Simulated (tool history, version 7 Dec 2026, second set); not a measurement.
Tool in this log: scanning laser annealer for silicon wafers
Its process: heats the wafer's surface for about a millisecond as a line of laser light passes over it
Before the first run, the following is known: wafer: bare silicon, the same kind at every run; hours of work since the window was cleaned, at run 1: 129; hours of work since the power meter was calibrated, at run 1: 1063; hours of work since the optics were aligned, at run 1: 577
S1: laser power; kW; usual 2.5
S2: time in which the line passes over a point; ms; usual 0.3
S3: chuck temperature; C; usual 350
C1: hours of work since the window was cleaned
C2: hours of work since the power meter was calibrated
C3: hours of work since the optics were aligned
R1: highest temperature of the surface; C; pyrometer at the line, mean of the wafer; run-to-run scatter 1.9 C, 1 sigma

run,hour,S1,S2,S3,C1,C2,C3,R1
1,0,2.5,0.3,350,129,1063,577,1129
2,35.5,2.5,0.3,350,154,1088,602,1125
3,81.7,2.5,0.243,350,187,1120,635,1038
4,135.9,2.5,0.3,329,225,1158,673,1099
5,197.6,2.5,0.351,329,269,1202,716,1157
6,272.9,2.5,0.351,329,322,1255,769,1152
7,329.9,2.5,0.27,350,362,1295,809,1062
# hour 375.1: window over the wafer cleaned
8,410.2,2.5,0.27,350,25,1350,865,1096
9,457.2,2.597,0.27,350,58,1383,898,1125
10,511.7,2.249,0.27,350,96,1422,936,1001
11,584.4,2.249,0.27,350,147,1473,987,996
12,658.4,2.249,0.27,350,200,1525,1039,992
13,696,2.249,0.341,350,226,1552,1066,1075
# hour 704.4: optics aligned, line set to its width
14,769.3,2.227,0.3,350,274,1600,46,1012
15,824.5,2.227,0.3,350,313,1639,85,1006
16,885.1,2.5,0.3,350,356,1681,127,1101
# hour 938.8: window over the wafer cleaned
17,942.2,2.211,0.3,350,2,1720,166,1030
18,1004.7,2.211,0.243,350,46,1764,210,950
19,1064.7,2.5,0.3,350,89,1806,252,1125
20,1098.6,2.5,0.3,350,113,1830,276,1121
# hour 1140.3: optics aligned, line set to its width, once more
21,1146.8,2.662,0.211,357,143,1861,5,1056
22,1220.1,2.127,0.211,344,195,1912,56,876
23,1272.6,2.357,0.23,344,232,1949,93,968
24,1334.9,2.281,0.317,334,276,1993,137,1047
25,1404.9,2.281,0.33,361,325,2043,186,1085
26,1448.1,2.662,0.326,312,355,2073,217,1172
# hour 1506.9: window over the wafer cleaned
27,1519.4,2.15,0.231,336,9,2122,266,910
28,1582.5,2.711,0.237,350,53,2166,310,1114
29,1659.8,2.711,0.237,350,108,2221,365,1108
30,1725.5,2.711,0.251,362,154,2267,411,1136
31,1769.8,2.711,0.257,333,185,2298,442,1113
32,1816.9,2.576,0.335,374,218,2331,475,1222
33,1851.9,2.576,0.335,374,243,2356,500,1217
34,1912.2,2.576,0.335,374,286,2399,542,1209
35,1986.7,2.5,0.3,348,338,2451,595,1104
36,2034.7,2.744,0.377,369,372,2485,629,1323
# hour 2068.5: window over the wafer cleaned
37,2070.6,2.744,0.228,364,1,2509,653,1124
38,2107,2.744,0.346,313,27,2535,678,1268
39,2183.5,2.383,0.248,313,81,2588,732,979
40,2220.9,2.5,0.315,364,107,2615,759,1165

Alternative continuations, all from the tool just after run 40; predict every row:
A,2277.8,2.281,0.311,326,147,2655,799,?
B,2277.8,2.5,0.334,364,147,2655,799,?
C,2277.8,2.5,0.239,365,147,2655,799,?
D,2277.8,2.499,0.3,350,147,2655,799,?

run,R1
A,1034
B,1189
C,1049
D,1123
With the hidden condition removed and each run's random variation left untouched, the same runs would have given:
run,R1
A,1065
B,1225
C,1079
D,1157
